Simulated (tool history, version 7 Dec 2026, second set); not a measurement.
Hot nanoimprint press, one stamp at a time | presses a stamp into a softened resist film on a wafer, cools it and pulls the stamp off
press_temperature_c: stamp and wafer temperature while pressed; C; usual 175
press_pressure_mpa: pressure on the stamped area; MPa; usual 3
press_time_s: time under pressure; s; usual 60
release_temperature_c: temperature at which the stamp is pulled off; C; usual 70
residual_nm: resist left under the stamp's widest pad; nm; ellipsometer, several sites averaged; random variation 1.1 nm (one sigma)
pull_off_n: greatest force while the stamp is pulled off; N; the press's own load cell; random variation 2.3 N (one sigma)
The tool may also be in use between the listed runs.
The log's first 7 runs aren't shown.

| run | day | press_temperature_c | press_pressure_mpa | press_time_s | release_temperature_c | hours of work since the thermocouple was calibrated | imprints on the stamp's release coat | hours of work since the press's seals were changed | residual_nm | pull_off_n |
|---|---|---|---|---|---|---|---|---|---|---|
| 8 | 2.679 | 175 | 3 | 60 | 70 | 277 | 603 | 309 | 163.5 | 128 |
| 9 | 2.954 | 175 | 3 | 60 | 70 | 281 | 630 | 314 | 165 | 132 |
| 10 | 3.425 | 175 | 3 | 60 | 70 | 288 | 676 | 321 | 164.5 | 128 |
| 11 | 3.654 | 175 | 3 | 60 | 70 | 292 | 698 | 324 | 164.9 | 133 |
| 12 | 3.867 | 175 | 4.68 | 60 | 70 | 295 | 719 | 328 | 134.9 | 132 |
| 13 | 4.258 | 175 | 4.68 | 60 | 70 | 301 | 757 | 334 | 135.2 | 138 |
|  | 4.6 | plate thermocouple calibrated |
| 14 | 4.642 | 175 | 4.3 | 60 | 70 | 1 | 782 | 338 | 132.2 | 134 |
| 15 | 4.871 | 175 | 3 | 60 | 71 | 4 | 804 | 341 | 157.9 | 135 |
| 16 | 5.258 | 175 | 3 | 60 | 71 | 10 | 842 | 347 | 159 | 134 |
| 17 | 5.454 | 180 | 2.15 | 41 | 78 | 13 | 862 | 350 | 171.4 | 129 |
| 18 | 5.933 | 183 | 3 | 64 | 76 | 21 | 908 | 358 | 106.7 | 131 |
| 19 | 6.142 | 182 | 2.88 | 98 | 56 | 24 | 928 | 361 | 94.2 | 159 |
| 20 | 6.417 | 176 | 2.35 | 72 | 58 | 28 | 955 | 365 | 158.5 | 146 |
| 21 | 6.858 | 176 | 2.35 | 72 | 58 | 35 | 998 | 372 | 157.5 | 153 |
| 22 | 7.242 | 178 | 2.35 | 72 | 58 | 41 | 1035 | 378 | 141.8 | 156 |
| 23 | 7.438 | 178 | 2.35 | 72 | 58 | 44 | 1054 | 381 | 143.9 | 154 |
| 24 | 7.867 | 178 | 3.21 | 72 | 58 | 50 | 1096 | 387 | 124.4 | 155 |
| 25 | 8.225 | 186 | 4.49 | 31 | 71 | 56 | 1131 | 393 | 104.3 | 145 |
| 26 | 8.533 | 172 | 3.45 | 66 | 61 | 60 | 1161 | 398 | 168.2 | 160 |
| 27 | 8.804 | 172 | 3.45 | 66 | 61 | 65 | 1188 | 402 | 168.8 | 160 |
| 28 | 9.15 | 172 | 3.45 | 66 | 61 | 70 | 1221 | 407 | 167.1 | 154 |
| 29 | 9.346 | 172 | 4.27 | 69 | 61 | 73 | 1240 | 410 | 149.8 | 163 |
| 30 | 9.762 | 185 | 4.79 | 60 | 70 | 79 | 1281 | 416 | 80.3 | 154 |
| 31 | 10 | 185 | 4.79 | 60 | 70 | 83 | 1304 | 420 | 80.2 | 157 |

3 ways to go on from here, each from the tool as it stands after run 31. What would each give?
| A | 10.233 | 171 | 4.79 | 57 | 63 | 87 | 1326 | 424 | ? | ? |
| B | 10.233 | 178 | 3 | 60 | 70 | 87 | 1326 | 424 | ? | ? |
| C | 10.233 | 177 | 4.79 | 60 | 72 | 87 | 1326 | 424 | ? | ? |

| run | residual_nm | pull_off_n |
|---|---|---|
| A | 161.5 | 162 |
| B | 139.4 | 158 |
| C | 117.3 | 153 |
Without the tool's hidden state the same runs would have given:
| run | residual_nm | pull_off_n |
|---|---|---|
| A | 153.4 | 105 |
| B | 133.5 | 103 |
| C | 111.3 | 100 |

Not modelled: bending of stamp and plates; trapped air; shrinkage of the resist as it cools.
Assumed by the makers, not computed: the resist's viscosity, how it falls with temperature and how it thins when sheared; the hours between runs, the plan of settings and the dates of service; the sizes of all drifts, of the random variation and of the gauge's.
